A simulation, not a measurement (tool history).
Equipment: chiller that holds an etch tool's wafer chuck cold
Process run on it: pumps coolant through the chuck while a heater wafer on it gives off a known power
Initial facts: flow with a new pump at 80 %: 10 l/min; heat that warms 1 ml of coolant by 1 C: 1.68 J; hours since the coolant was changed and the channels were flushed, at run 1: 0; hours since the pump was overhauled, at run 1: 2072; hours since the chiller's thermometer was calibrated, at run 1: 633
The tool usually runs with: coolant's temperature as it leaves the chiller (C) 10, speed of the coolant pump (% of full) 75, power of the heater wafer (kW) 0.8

| run | hour | coolant's temperature as it leaves the chiller (C) | speed of the coolant pump (% of full) | power of the heater wafer (kW) | hours since the coolant was changed and the channels were flushed | hours since the pump was overhauled | hours since the chiller's thermometer was calibrated | chuck's temperature once it has settled (C) | how much warmer the coolant comes back (C) |
|---|---|---|---|---|---|---|---|---|---|
| 1 | 0 | 10 | 75 | 0.8 | 0 | 2072 | 633 | 17.8 | 3.02 |
| 2 | 88 | 10 | 75 | 0.8 | 88 | 2160 | 721 | 18.2 | 3.02 |
| 3 | 145.8 | 10 | 70 | 0.8 | 146 | 2218 | 778 | 18.5 | 3.35 |
| 4 | 197.7 | 10 | 70 | 0.7 | 198 | 2269 | 830 | 17.3 | 2.89 |
| 5 | 299.9 | 10 | 70 | 0.7 | 300 | 2372 | 932 | 17.4 | 2.88 |
| 6 | 395.7 | 10 | 70 | 0.7 | 396 | 2467 | 1028 | 17.3 | 2.8 |
| 7 | 496.7 | 13 | 75 | 0.8 | 497 | 2569 | 1129 | 21.1 | 3.02 |
| 8 | 577.7 | 13 | 75 | 0.8 | 578 | 2649 | 1210 | 21 | 2.96 |
| 9 | 694.8 | 1 | 84 | 0.629 | 695 | 2767 | 1327 | 6.9 | 2.03 |
| 10 | 761.5 | 11 | 84 | 0.806 | 761 | 2833 | 1394 | 18.6 | 2.7 |
| 11 | 841.7 | 11 | 84 | 0.806 | 842 | 2914 | 1474 | 18.6 | 2.63 |
| 12 | 946.7 | 11 | 84 | 0.806 | 947 | 3018 | 1579 | 18.7 | 2.6 |
| 13 | 1033.3 | 11 | 84 | 0.806 | 1033 | 3105 | 1666 | 18.6 | 2.55 |
| 14 | 1098.4 | 6 | 89 | 0.854 | 1098 | 3170 | 1731 | 13.7 | 2.57 |

What will run 15 give?
| 15 | 1146.1 | 10 | 90 | 0.8 | 1146 | 3218 | 1779 | ? | ? |

chuck's temperature once it has settled (C): 17.2
how much warmer the coolant comes back (C): 2.34
If the tool had no hidden condition, the same run with the same run-to-run variation would have returned chuck's temperature once it has settled (C) 17.2, how much warmer the coolant comes back (C) 2.49.

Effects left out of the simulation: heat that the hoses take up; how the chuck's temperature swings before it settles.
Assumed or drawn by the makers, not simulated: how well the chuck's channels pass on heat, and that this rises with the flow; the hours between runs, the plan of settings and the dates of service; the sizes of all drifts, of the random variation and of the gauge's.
